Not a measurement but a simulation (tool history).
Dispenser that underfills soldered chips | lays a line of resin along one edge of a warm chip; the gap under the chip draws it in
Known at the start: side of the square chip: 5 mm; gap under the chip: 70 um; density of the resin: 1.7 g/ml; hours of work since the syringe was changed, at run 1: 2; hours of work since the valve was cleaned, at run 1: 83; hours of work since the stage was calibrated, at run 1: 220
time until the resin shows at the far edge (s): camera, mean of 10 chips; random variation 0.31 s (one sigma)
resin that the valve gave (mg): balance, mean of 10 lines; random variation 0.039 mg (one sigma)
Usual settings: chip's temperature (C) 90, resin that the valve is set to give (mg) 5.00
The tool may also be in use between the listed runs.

run,hour,chip's temperature (C),resin that the valve is set to give (mg),hours of work since the syringe was changed,hours of work since the valve was cleaned,hours of work since the stage was calibrated,time until the resin shows at the far edge (s),resin that the valve gave (mg)
1,0.0,90,5.00,2,83,220,7.6,4.78
# hour 5.3: new syringe of resin
2,5.8,102,5.00,0,88,224,3.7,4.77
# hour 12.9: new syringe of resin
3,14.7,90,5.00,1,94,231,7.4,4.72
# hour 20.2: new syringe of resin
4,23.2,90,5.00,2,101,237,7.7,4.71
# hour 27.6: new syringe of resin
5,28.5,90,5.00,1,104,241,6.9,4.70
# hour 31.0: dispensing valve cleaned and set on the balance
6,34.5,90,5.00,5,3,245,9.1,4.95
# hour 35.7: new syringe of resin
7,40.4,90,5.00,4,7,249,8.7,4.94
# hour 42.8: new syringe of resin
# hour 50.0: new syringe of resin
8,50.0,90,5.00,0,14,256,6.1,4.93
# hour 57.5: new syringe of resin
9,59.5,90,5.00,2,21,263,6.8,4.91
# hour 64.5: new syringe of resin
10,65.1,90,5.00,0,25,267,7.0,4.82
11,69.3,90,5.98,4,28,270,8.7,5.87
# hour 71.9: new syringe of resin
12,78.2,90,5.93,5,35,277,8.7,5.84
# hour 79.2: new syringe of resin
13,83.7,93,5.93,3,39,281,6.9,5.75
# hour 86.6: new syringe of resin
14,92.9,90,5.01,5,46,288,9.7,4.81
# hour 93.6: new syringe of resin
# hour 100.6: new syringe of resin
15,102.1,80,5.01,1,52,294,11.4,4.83
16,106.5,80,5.83,5,56,298,14.5,5.58
# hour 108.1: new syringe of resin
17,114.7,90,5.00,5,62,304,9.7,4.90
# hour 115.9: new syringe of resin
18,119.9,90,5.00,3,65,307,8.0,4.80
# hour 122.9: new syringe of resin
19,126.1,90,5.00,2,70,312,8.0,4.81
# hour 130.6: new syringe of resin
20,133.3,95,5.64,2,75,317,6.0,5.43
# hour 137.7: new syringe of resin
21,140.9,94,4.78,2,81,323,6.3,4.57
# hour 144.9: new syringe of resin
22,145.6,103,5.44,0,84,326,4.0,5.17
23,150.4,103,5.44,4,88,330,5.2,5.11
# hour 151.9: new syringe of resin
24,158.1,92,5.16,5,94,336,8.7,4.90
# hour 159.2: new syringe of resin
25,163.4,92,5.16,3,97,339,7.4,4.79
# hour 166.8: new syringe of resin
26,170.9,80,6.14,3,103,345,12.3,5.74
# hour 173.9: new syringe of resin
# hour 176.0: dispensing valve cleaned and set on the balance
27,179.8,80,6.14,4,3,351,13.3,6.12
# hour 182.0: new syringe of resin
28,187.3,96,4.49,4,8,356,6.3,4.45
# hour 189.3: new syringe of resin
29,194.8,92,5.00,4,14,362,7.7,4.94
# hour 196.7: new syringe of resin
# hour 204.3: new syringe of resin
30,204.7,92,5.00,0,21,369,6.6,4.96
31,209.5,96,5.87,4,25,373,5.9,5.73
# hour 211.8: new syringe of resin
# hour 218.9: new syringe of resin
32,219.2,99,5.00,0,32,380,4.8,4.95
# hour 226.0: new syringe of resin
33,226.0,76,5.71,0,37,385,11.7,5.60
34,230.3,104,4.21,3,40,388,4.7,4.14

Forecast each of these 3 alternatives for the next run:
# hour 233.3: new syringe of resin
A,239.6,84,5.95,5,47,395,?,?
# hour 233.3: new syringe of resin
B,239.6,81,4.21,5,47,395,?,?
# hour 233.3: new syringe of resin
C,239.6,91,6.17,5,47,395,?,?

run,time until the resin shows at the far edge (s),resin that the valve gave (mg)
A,11.6,5.71
B,13.7,4.12
C,8.4,5.98
Without the tool's hidden state the same runs would have given:
run,time until the resin shows at the far edge (s),resin that the valve gave (mg)
A,9.0,5.88
B,10.5,4.24
C,6.5,6.16
